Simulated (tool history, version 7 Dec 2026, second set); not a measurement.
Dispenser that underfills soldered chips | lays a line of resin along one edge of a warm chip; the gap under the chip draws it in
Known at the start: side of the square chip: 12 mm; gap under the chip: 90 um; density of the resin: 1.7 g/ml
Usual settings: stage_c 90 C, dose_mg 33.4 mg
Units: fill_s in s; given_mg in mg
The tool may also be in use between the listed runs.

run	hour	stage_c	dose_mg	fill_s	given_mg
1	0.0	90	33.4	103.3	31.64
# hour 1.8: new syringe of resin
2	10.5	90	33.4	87.9	31.45
# hour 19.2: new syringe of resin
3	22.9	90	33.4	76.5	31.25
4	30.9	90	33.4	93.6	31.00
# hour 36.4: new syringe of resin
5	38.2	100	33.4	47.7	30.93
6	45.3	100	33.1	57.3	30.43
# hour 53.4: new syringe of resin
7	53.4	100	33.1	45.4	30.39
8	60.9	100	33.1	56.2	30.08
9	66.3	94	33.1	84.9	30.14
# hour 70.8: new syringe of resin
10	76.3	90	33.4	81.0	29.88
11	83.9	90	33.4	99.0	29.99
# hour 87.8: new syringe of resin
12	93.8	90	33.4	80.9	29.63
13	103.4	91	33.4	100.9	29.45
# hour 105.2: new syringe of resin
14	113.9	90	33.4	87.8	29.22
15	118.9	90	33.4	101.2	29.13
# hour 122.0: new syringe of resin
16	131.5	90	38.9	86.2	33.70
# hour 139.2: new syringe of resin
17	141.9	90	38.9	71.4	33.44
# hour 147.9: dispensing valve cleaned and set on the balance
18	152.8	90	38.9	95.9	38.91
# hour 157.1: new syringe of resin
19	165.3	75	38.9	157.2	38.44
# hour 174.5: new syringe of resin
20	176.3	89	31.1	71.0	30.68
21	184.5	81	31.1	131.0	30.30
# hour 191.8: new syringe of resin
22	194.9	81	36.5	103.9	35.52
23	201.7	86	34.0	102.3	33.03
24	208.3	86	34.0	125.6	32.62
# hour 209.1: new syringe of resin
25	220.0	86	34.0	105.4	32.41
# hour 226.9: new syringe of resin
26	230.4	98	39.7	51.2	37.80
27	237.5	98	39.7	63.5	37.41
# hour 244.8: new syringe of resin
28	248.5	98	39.7	50.8	37.20
29	258.6	98	33.8	69.0	31.50
# hour 262.1: new syringe of resin
30	267.6	85	35.1	95.4	32.49
# hour 279.2: new syringe of resin
31	279.2	85	36.3	81.3	33.52
32	284.6	85	36.3	93.8	33.27
33	293.4	85	36.3	121.9	32.95
# hour 296.2: new syringe of resin
34	300.6	85	36.3	91.5	33.30
35	312.1	100	30.8	70.8	27.73

Some steps in fill_s between neighbouring runs. How much of each would the tool show without its hidden state too (settings, what came in, random variation), and how much is left for the hidden state, with any gauge scatter that isn't in both results?
The hidden state here: resin's viscosity, % of fresh resin's; dose that the valve gives, % of what is set; true chip temperature over the reading, C; drift of the gauge itself on fill_s, %; drift of the gauge itself on given_mg, %.
Run 18 -> 19: stage_c 90 -> 75, new syringe of resin. fill_s +61.3 s: hidden state +0.5, all else +60.8.
Run 19 -> 20: stage_c 75 -> 89, dose_mg 38.9 -> 31.1, new syringe of resin. fill_s -86.2 s: hidden state -26.8, all else -59.4.
Run 20 -> 21: stage_c 89 -> 81. fill_s +60.0 s: hidden state +27.1, all else +32.9.
Run 32 -> 33: no setting changed, nothing entered. fill_s +28.1 s: hidden state +27.3, all else +0.8.
Run 33 -> 34: new syringe of resin. fill_s -30.4 s: hidden state -29.8, all else -0.6.
